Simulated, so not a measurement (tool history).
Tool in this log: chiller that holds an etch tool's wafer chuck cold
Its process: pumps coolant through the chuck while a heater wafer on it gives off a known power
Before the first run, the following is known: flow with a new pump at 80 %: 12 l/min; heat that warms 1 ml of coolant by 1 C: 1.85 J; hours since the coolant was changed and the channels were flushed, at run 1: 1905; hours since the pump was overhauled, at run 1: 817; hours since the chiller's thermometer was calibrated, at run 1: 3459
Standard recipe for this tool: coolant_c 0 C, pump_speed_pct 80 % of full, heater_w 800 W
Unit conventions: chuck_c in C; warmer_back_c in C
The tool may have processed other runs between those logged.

run     day  coolant_c  pump_speed_pct  heater_w  hours since the coolant was changed and the channels were flushed  hours since the pump was overhauled  hours since the chiller's thermometer was calibrated  chuck_c  warmer_back_c
  1       0          0              80       800                                                               1905                                  817                                                  3459     5.64           2.19
  2   1.075          0              88       800                                                               1931                                  843                                                  3484     5.25           1.97
  3   2.462          0              88       800                                                               1965                                  876                                                  3518      5.2              2
  4     3.5          0              88       800                                                               1989                                  901                                                  3543     5.23           2.04
  5   4.388          0              72       800                                                               2011                                  922                                                  3564     6.05           2.48
      4.562  -- chiller's thermometer calibrated
  6   5.433          0              72       800                                                               2035                                  946                                                    21     6.39           2.45
  7   6.933          0              67       800                                                               2071                                  983                                                    57     6.52           2.63
  8   7.721          0              67       800                                                               2090                                 1001                                                    76     6.36           2.59
  9   8.638          0              67       800                                                               2112                                 1023                                                    98     6.62           2.63
 10   9.825          0              67       800                                                               2140                                 1052                                                   126     6.49           2.62
 11  11.358          0              67       800                                                               2177                                 1089                                                   163     6.55           2.59
 12  12.612          0              67       800                                                               2207                                 1119                                                   193     6.57           2.65
 13  13.738          0              67       800                                                               2234                                 1146                                                   220     6.63           2.65
 14  15.004          0              80       800                                                               2265                                 1176                                                   251     5.97           2.14
 15  16.346          0              80       800                                                               2297                                 1208                                                   283     5.97           2.22
 16  17.521         -9              80       574                                                               2325                                 1237                                                   311    -4.74           1.59
 17  18.371         -5              65      1156                                                               2345                                 1257                                                   331     4.76           3.92
 18  19.596         -5              65      1156                                                               2375                                 1286                                                   361     4.77           3.93
 19  20.271          0              74       800                                                               2391                                 1303                                                   377     6.09           2.38
 20  21.421          0              98       974                                                               2419                                 1330                                                   405     6.45            2.2
 21  22.558          0              81       759                                                               2446                                 1357                                                   432     5.51            2.1
 22  24.096          6              74       829                                                               2483                                 1394                                                   469    12.48           2.48
 23  25.638          6              74       829                                                               2520                                 1431                                                   506    12.47           2.45
 24  26.767         -6              74       829                                                               2547                                 1458                                                   533     0.47           2.52

What does the tool deliver on the next run?
 25  27.683         -7              74       815                                                               2569                                 1480                                                   555        ?              ?

Run 25 measured chuck_c -0.62 C, warmer_back_c 2.44 C.
The same run, on a tool lacking any hidden state, would have yielded chuck_c -0.92 C, warmer_back_c 2.38 C.
